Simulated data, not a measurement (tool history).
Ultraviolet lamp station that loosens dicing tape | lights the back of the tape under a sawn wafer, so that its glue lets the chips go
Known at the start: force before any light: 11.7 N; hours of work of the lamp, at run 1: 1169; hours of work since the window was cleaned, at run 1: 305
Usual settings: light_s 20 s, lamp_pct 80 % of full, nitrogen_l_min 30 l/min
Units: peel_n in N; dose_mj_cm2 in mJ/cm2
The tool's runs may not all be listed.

run,hour,light_s,lamp_pct,nitrogen_l_min,hours of work of the lamp,hours of work since the window was cleaned,peel_n,dose_mj_cm2
1,0,20,80,30,1169,305,0.645,473
2,24.5,20,80,30,1186,322,0.669,471
# hour 56.8: lamp changed
3,64,10,80,30,5,349,2.543,240
4,98.7,10,80,30,29,374,2.574,242
5,122.9,20,80,30,46,391,0.654,477
6,160,20,80,30,72,416,0.663,467
7,201.1,10,80,30,101,445,2.505,233
8,230.8,20,80,30,122,466,0.659,469
9,263.2,20,80,30,144,489,0.664,472
10,297.6,20,80,30,168,513,0.669,472
11,326,20,80,30,188,533,0.667,477
12,362.5,20,80,30,214,558,0.673,473
13,405.5,20,80,30,244,588,0.652,473
14,448.6,20,80,30,274,618,0.639,470
15,476.8,20,80,30,294,638,0.673,470
# hour 506.2: window cleaned of glue's vapour
16,517.4,20,80,30,322,8,0.648,472
17,553.5,20,80,30,347,33,0.639,478
18,585.1,20,80,30,369,55,0.69,476
19,610.2,20,80,30,387,73,0.673,469
20,638.2,20,64,30,406,92,1.118,381
21,669.1,20,80,30,428,114,0.665,472
22,697.3,20,80,30,448,134,0.68,476
23,725.9,35,80,16,468,154,0.358,832
24,766.1,27,68,12,496,182,1.222,547
25,785.7,19,61,14,509,196,2.338,346
26,813,20,80,21,528,215,0.945,474
27,831.6,20,80,21,542,228,0.956,479
28,862.4,30,75,17,563,249,0.517,672
29,888.1,30,75,17,581,267,0.546,668
30,919.3,20,75,55,603,289,0.454,448
31,948.8,20,80,28,623,310,0.713,470
32,980.5,20,80,45,646,332,0.46,469
33,1003.2,34,93,57,662,348,0.17,943
34,1043.6,33,93,41,690,376,0.199,920
35,1064.7,17,80,18,705,391,1.543,406
36,1082.6,17,80,18,717,403,1.476,404
37,1109.5,17,80,18,736,422,1.538,403
38,1144.3,17,80,18,760,446,1.498,402
39,1162.4,17,80,18,773,459,1.527,398
40,1196.3,17,80,18,797,483,1.499,402
41,1236.7,39,69,30,825,511,0.227,790
42,1279.1,27,68,20,854,541,0.705,544
43,1315.2,16,68,13,880,566,2.748,316
44,1354.9,16,68,13,907,594,2.814,318

Forecast each of these 3 alternatives for the next run:
A,1385.1,16,68,14,929,615,?,?
B,1385.1,15,68,32,929,615,?,?
C,1385.1,28,80,30,929,615,?,?

run,peel_n,dose_mj_cm2
A,2.584,323
B,1.645,307
C,0.319,662
Without the tool's hidden state the same runs would have given:
run,peel_n,dose_mj_cm2
A,2.57,325
B,1.634,308
C,0.316,664
